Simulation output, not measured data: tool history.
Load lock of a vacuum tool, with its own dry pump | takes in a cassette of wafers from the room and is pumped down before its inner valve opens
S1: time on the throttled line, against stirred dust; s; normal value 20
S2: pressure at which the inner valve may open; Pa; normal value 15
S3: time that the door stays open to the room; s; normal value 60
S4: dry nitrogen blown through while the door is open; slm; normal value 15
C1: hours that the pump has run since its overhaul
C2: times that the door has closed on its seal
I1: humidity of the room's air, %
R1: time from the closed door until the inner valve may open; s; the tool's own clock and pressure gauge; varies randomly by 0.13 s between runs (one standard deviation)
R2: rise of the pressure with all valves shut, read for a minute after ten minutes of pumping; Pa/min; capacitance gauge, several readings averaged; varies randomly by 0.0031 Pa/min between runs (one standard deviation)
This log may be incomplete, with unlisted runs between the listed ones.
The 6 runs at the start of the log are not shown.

run    hour  S1  S2   S3  S4    C1     C2    I1    R1     R2
  7   848.2  20  15   66  15  6026  16399  48.3  27.6  0.079
  8   956.4  20  15   60  15  6134  16938  42.8  27.5  0.070
  9  1161.2  20  15   60  15  6339  17959  44.4  27.6  0.069
 10  1346.0  20  28   60  15  6524  18881  44.7  27.2  0.071
 11  1437.3  20  15   60  15  6615  19336  43.4  27.6  0.063
 12  1636.2  20  15   60  15  6814  20327  46.0  27.6  0.077
 13  1825.8  20  15   60  15  7004  21273  45.9  27.8  0.073
 14  2045.9  20  15   60  15  7224  22370  43.9  27.6  0.062
 15  2223.9  13  15   60  15  7402  23258  46.4  21.2  0.075
 16  2364.4  20  15   60  15  7542  23959  43.2  27.6  0.062
 17  2482.6  20  15   60  11  7660  24548  41.4  27.6  0.076
 18  2681.4  20  15   60  11  7859  25539  41.0  27.7  0.069
 19  2819.3  20  15   60  15  7997  26227  43.4  27.7  0.064
 20  2922.7  20  15  193  15  8100  26742  47.0  27.5  0.097

Predict the results of run 21:
 21  3027.6  20  28  150  15  8205  27265  46.4   ?   ?

Run 21 gave R1 27.0 s, R2 0.090 Pa/min.
Had the tool carried no hidden state, the very same run would have given R1 27.0 s, R2 0.089 Pa/min.

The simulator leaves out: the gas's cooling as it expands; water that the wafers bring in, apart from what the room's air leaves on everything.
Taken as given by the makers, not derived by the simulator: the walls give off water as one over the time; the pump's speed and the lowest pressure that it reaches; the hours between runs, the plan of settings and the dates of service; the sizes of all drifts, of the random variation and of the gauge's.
